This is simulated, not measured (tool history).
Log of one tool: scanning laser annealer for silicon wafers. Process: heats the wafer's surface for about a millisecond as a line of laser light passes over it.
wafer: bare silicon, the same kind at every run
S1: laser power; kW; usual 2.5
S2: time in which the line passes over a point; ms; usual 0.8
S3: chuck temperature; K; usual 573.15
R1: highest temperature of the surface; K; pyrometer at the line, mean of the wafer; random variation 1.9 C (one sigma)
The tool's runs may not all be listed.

| run | hour | S1 | S2 | S3 | R1 |
|---|---|---|---|---|---|
| 1 | 0 | 2.5 | 0.8 | 573.15 | 1371.15 |
| 2 | 7.8 | 2.5 | 0.8 | 573.15 | 1376.15 |
| 3 | 16 | 2.5 | 0.8 | 573.15 | 1372.15 |
| 4 | 24.5 | 2.5 | 0.8 | 573.15 | 1371.15 |
| 5 | 37.1 | 2.518 | 0.8 | 573.15 | 1377.15 |
| 6 | 50.7 | 2.5 | 0.8 | 582.15 | 1382.15 |
| 7 | 62.2 | 2.5 | 0.8 | 539.15 | 1342.15 |
| 8 | 75.4 | 2.5 | 0.8 | 539.15 | 1339.15 |
| 9 | 87.7 | 2.5 | 0.8 | 539.15 | 1335.15 |
| 10 | 101.4 | 2.5 | 0.8 | 539.15 | 1339.15 |
| 11 | 114.4 | 2.5 | 0.8 | 539.15 | 1336.15 |
| 12 | 122.2 | 2.5 | 0.8 | 539.15 | 1337.15 |
| 13 | 132.8 | 2.5 | 0.8 | 555.15 | 1351.15 |
| 14 | 143.2 | 2.5 | 0.8 | 555.15 | 1355.15 |
| 15 | 149.5 | 2.171 | 0.85 | 609.15 | 1325.15 |
| 16 | 156.2 | 2.171 | 0.85 | 609.15 | 1322.15 |
| 17 | 167.6 | 2.274 | 0.8 | 574.15 | 1303.15 |
| 18 | 175.9 | 2.274 | 0.8 | 574.15 | 1302.15 |
| 19 | 187 | 2.258 | 0.885 | 551.15 | 1305.15 |
| 20 | 197.4 | 2.209 | 0.732 | 590.15 | 1274.15 |
| 21 | 205.4 | 2.209 | 0.732 | 590.15 | 1274.15 |
| 22 | 218.5 | 2.274 | 0.584 | 603.15 | 1241.15 |
| 23 | 226.7 | 2.5 | 0.773 | 593.15 | 1375.15 |
| 24 | 233.4 | 2.473 | 0.8 | 610.15 | 1399.15 |
| 25 | 246.7 | 2.473 | 0.8 | 610.15 | 1396.15 |
| 26 | 259.3 | 2.661 | 0.8 | 610.15 | 1449.15 |
| 27 | 268 | 2.447 | 0.8 | 598.15 | 1371.15 |

Forecast each of these 5 alternatives for the next run:
| A | 280.1 | 2.52 | 0.695 | 598.15 | ? |
| B | 280.1 | 2.321 | 0.612 | 536.15 | ? |
| C | 280.1 | 2.447 | 0.8 | 573.15 | ? |
| D | 280.1 | 2.487 | 0.87 | 613.15 | ? |
| E | 280.1 | 2.447 | 0.933 | 598.15 | ? |

| run | R1 |
|---|---|
| A | 1352.15 |
| B | 1192.15 |
| C | 1353.15 |
| D | 1428.15 |
| E | 1429.15 |
Without the tool's hidden state the same runs would have given:
| run | R1 |
|---|---|
| A | 1375.15 |
| B | 1212.15 |
| C | 1376.15 |
| D | 1452.15 |
| E | 1454.15 |
